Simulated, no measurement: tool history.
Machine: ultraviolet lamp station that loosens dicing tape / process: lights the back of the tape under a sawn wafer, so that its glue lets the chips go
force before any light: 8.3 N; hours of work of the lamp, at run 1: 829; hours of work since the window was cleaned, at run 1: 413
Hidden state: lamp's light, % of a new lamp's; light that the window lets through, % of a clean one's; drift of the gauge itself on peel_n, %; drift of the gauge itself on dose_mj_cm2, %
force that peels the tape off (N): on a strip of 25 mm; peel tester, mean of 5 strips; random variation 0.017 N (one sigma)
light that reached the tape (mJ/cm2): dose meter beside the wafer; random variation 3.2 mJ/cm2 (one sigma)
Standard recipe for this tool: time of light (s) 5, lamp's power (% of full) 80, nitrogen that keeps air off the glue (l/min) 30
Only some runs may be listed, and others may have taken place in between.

run,day,time of light (s),lamp's power (% of full),nitrogen that keeps air off the glue (l/min),hours of work of the lamp,hours of work since the window was cleaned,force that peels the tape off (N),light that reached the tape (mJ/cm2)
1,0.000,5,80,30,829,413,1.431,365
2,1.325,5,80,30,843,426,1.457,363
3,3.179,3,80,30,861,445,2.847,216
4,4.171,4,80,30,871,455,2.090,285
5,5.554,4,80,32,885,469,2.037,286
6,6.675,4,80,32,896,480,2.066,281
# day 8.067: window cleaned of glue's vapour
7,8.712,5,80,30,917,7,1.115,419
8,10.496,5,80,30,935,24,1.122,422
9,12.396,5,80,9,954,44,2.134,419
10,13.979,5,80,9,970,59,2.197,411
11,15.046,5,80,9,980,70,2.270,412
12,16.975,3,80,9,1000,90,3.760,247
13,18.942,3,80,9,1019,109,3.700,245
14,20.888,5,80,35,1039,129,1.136,393
15,22.683,5,80,35,1057,147,1.113,392
16,24.688,5,80,35,1077,167,1.217,391
17,26.379,3,80,30,1094,184,2.758,231
18,27.871,3,80,30,1109,199,2.700,228
19,29.362,3,80,30,1124,214,2.762,224
20,30.629,2,97,14,1137,227,4.167,180
21,31.508,2,67,30,1146,236,4.381,125
22,32.662,6,82,30,1157,247,0.938,459
23,33.854,5,96,26,1169,259,1.067,445
24,35.717,4,80,24,1188,278,2.172,294
25,37.692,4,80,24,1208,298,2.299,290
26,38.962,3,63,25,1221,310,3.835,173
27,40.125,2,82,43,1232,322,3.902,141
28,41.550,5,80,57,1247,336,1.144,358
29,42.992,3,98,57,1261,351,1.956,257
30,44.617,2,84,47,1277,367,3.766,145
31,46.050,5,65,23,1292,382,2.414,280
32,47.329,4,86,31,1305,395,1.994,292
33,49.038,5,73,15,1322,412,2.477,309
34,50.058,5,65,15,1332,422,2.898,276

Predict each of these 3 candidate next runs independently; none follows another, all start after run 34:
A,51.892,5,65,15,1351,440,?,?
B,51.892,5,70,32,1351,440,?,?
C,51.892,9,65,14,1351,440,?,?

run,force that peels the tape off (N),light that reached the tape (mJ/cm2)
A,3.071,274
B,1.926,292
C,1.333,492
Without the tool's hidden state the same runs would have given:
run,force that peels the tape off (N),light that reached the tape (mJ/cm2)
A,1.888,403
B,0.994,430
C,0.586,724
